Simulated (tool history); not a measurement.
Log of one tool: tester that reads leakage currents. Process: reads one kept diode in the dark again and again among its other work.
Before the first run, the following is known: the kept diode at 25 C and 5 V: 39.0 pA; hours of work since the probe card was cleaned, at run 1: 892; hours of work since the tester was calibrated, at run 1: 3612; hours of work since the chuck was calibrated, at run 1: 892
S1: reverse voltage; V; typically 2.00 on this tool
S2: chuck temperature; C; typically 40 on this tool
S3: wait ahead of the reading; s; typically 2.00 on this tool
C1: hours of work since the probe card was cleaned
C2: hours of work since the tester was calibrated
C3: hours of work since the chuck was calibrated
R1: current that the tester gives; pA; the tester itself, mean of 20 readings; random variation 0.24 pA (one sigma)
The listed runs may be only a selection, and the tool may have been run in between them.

run 1 hour=0.0 | S1=2.00 S2=40 S3=2.00 | C1=892 C2=3612 C3=892 | R1=79.08
run 2 hour=132.3 | S1=2.00 S2=40 S3=2.00 | C1=956 C2=3676 C3=956 | R1=78.84
-- hour=293.1 chuck's temperature calibrated
run 3 hour=311.2 | S1=2.00 S2=22 S3=2.00 | C1=1043 C2=3763 C3=9 | R1=20.55
run 4 hour=434.1 | S1=2.00 S2=40 S3=2.00 | C1=1103 C2=3823 C3=69 | R1=79.55
run 5 hour=596.6 | S1=2.00 S2=40 S3=2.00 | C1=1183 C2=3903 C3=149 | R1=79.10
run 6 hour=784.3 | S1=2.00 S2=40 S3=2.00 | C1=1275 C2=3994 C3=240 | R1=79.18
run 7 hour=911.9 | S1=2.00 S2=40 S3=2.00 | C1=1337 C2=4057 C3=303 | R1=79.10
run 8 hour=1053.3 | S1=2.00 S2=40 S3=2.00 | C1=1406 C2=4126 C3=372 | R1=79.24
run 9 hour=1231.4 | S1=2.00 S2=40 S3=2.00 | C1=1493 C2=4213 C3=459 | R1=79.06
run 10 hour=1409.5 | S1=2.00 S2=40 S3=2.00 | C1=1581 C2=4300 C3=546 | R1=79.33
run 11 hour=1500.3 | S1=2.00 S2=40 S3=2.00 | C1=1625 C2=4345 C3=591 | R1=79.13
run 12 hour=1578.6 | S1=2.00 S2=40 S3=2.00 | C1=1663 C2=4383 C3=629 | R1=79.66
run 13 hour=1768.9 | S1=2.00 S2=40 S3=2.00 | C1=1756 C2=4476 C3=722 | R1=79.04
run 14 hour=1890.0 | S1=2.00 S2=40 S3=2.00 | C1=1816 C2=4536 C3=782 | R1=79.04
run 15 hour=2076.6 | S1=2.00 S2=40 S3=2.00 | C1=1907 C2=4627 C3=873 | R1=79.44
run 16 hour=2184.6 | S1=2.00 S2=40 S3=2.00 | C1=1960 C2=4680 C3=926 | R1=79.18
run 17 hour=2334.1 | S1=2.00 S2=40 S3=2.00 | C1=2033 C2=4753 C3=999 | R1=78.99
-- hour=2418.0 chuck's temperature calibrated
run 18 hour=2484.6 | S1=4.84 S2=40 S3=2.00 | C1=2106 C2=4826 C3=33 | R1=117.92
-- hour=2577.0 probe card cleaned and baked
run 19 hour=2619.2 | S1=6.93 S2=33 S3=0.94 | C1=21 C2=4890 C3=97 | R1=83.62
run 20 hour=2746.6 | S1=6.93 S2=33 S3=0.94 | C1=83 C2=4952 C3=159 | R1=83.46
run 21 hour=2879.7 | S1=6.93 S2=33 S3=0.94 | C1=148 C2=5018 C3=225 | R1=83.90
run 22 hour=3058.2 | S1=2.00 S2=35 S3=2.00 | C1=236 C2=5105 C3=312 | R1=55.55
run 23 hour=3240.2 | S1=2.60 S2=45 S3=4.58 | C1=325 C2=5194 C3=401 | R1=125.90
run 24 hour=3318.0 | S1=2.36 S2=26 S3=2.49 | C1=363 C2=5232 C3=439 | R1=30.18
run 25 hour=3499.1 | S1=6.65 S2=40 S3=3.08 | C1=451 C2=5321 C3=528 | R1=135.49
run 26 hour=3620.7 | S1=14.53 S2=39 S3=2.07 | C1=511 C2=5380 C3=587 | R1=179.16
run 27 hour=3715.9 | S1=2.27 S2=26 S3=2.07 | C1=557 C2=5427 C3=634 | R1=29.74
run 28 hour=3900.5 | S1=5.64 S2=58 S3=5.48 | C1=648 C2=5517 C3=724 | R1=419.46
run 29 hour=4039.5 | S1=2.00 S2=21 S3=0.71 | C1=716 C2=5585 C3=792 | R1=19.12
run 30 hour=4228.4 | S1=2.00 S2=36 S3=1.41 | C1=808 C2=5678 C3=885 | R1=59.28
run 31 hour=4323.1 | S1=1.73 S2=30 S3=1.41 | C1=855 C2=5724 C3=931 | R1=35.70
run 32 hour=4489.4 | S1=1.73 S2=30 S3=1.41 | C1=936 C2=5805 C3=1012 | R1=35.77
-- hour=4535.8 chuck's temperature calibrated
run 33 hour=4621.3 | S1=12.02 S2=45 S3=9.81 | C1=1000 C2=5869 C3=42 | R1=250.22

For some of the steps in R1 from one run to the next: how much would appear even if the tool had no hidden state, given the settings, what came in and random variation, and how much remains for the hidden state plus any gauge scatter that the measured result and the result without hidden state don't share?
Hidden state at play: stray current of the dirty probe card, pA a volt; current scale over the true one, %; true chuck temperature over the reading, C; drift of the gauge itself on leakage_pa, %.
Run 17 -> 18: S1 2.00 -> 4.84, chuck's temperature calibrated. R1 +38.93 pA: hidden state +0.25, all else +38.68.
Run 27 -> 28: S1 2.27 -> 5.64, S2 26 -> 58, S3 2.07 -> 5.48. R1 +389.72 pA: hidden state -0.43, all else +390.15.
Run 28 -> 29: S1 5.64 -> 2.00, S2 58 -> 21, S3 5.48 -> 0.71. R1 -400.34 pA: hidden state +0.44, all else -400.78.
Run 32 -> 33: S1 1.73 -> 12.02, S2 30 -> 45, S3 1.41 -> 9.81, chuck's temperature calibrated. R1 +214.45 pA: hidden state +0.13, all else +214.32.

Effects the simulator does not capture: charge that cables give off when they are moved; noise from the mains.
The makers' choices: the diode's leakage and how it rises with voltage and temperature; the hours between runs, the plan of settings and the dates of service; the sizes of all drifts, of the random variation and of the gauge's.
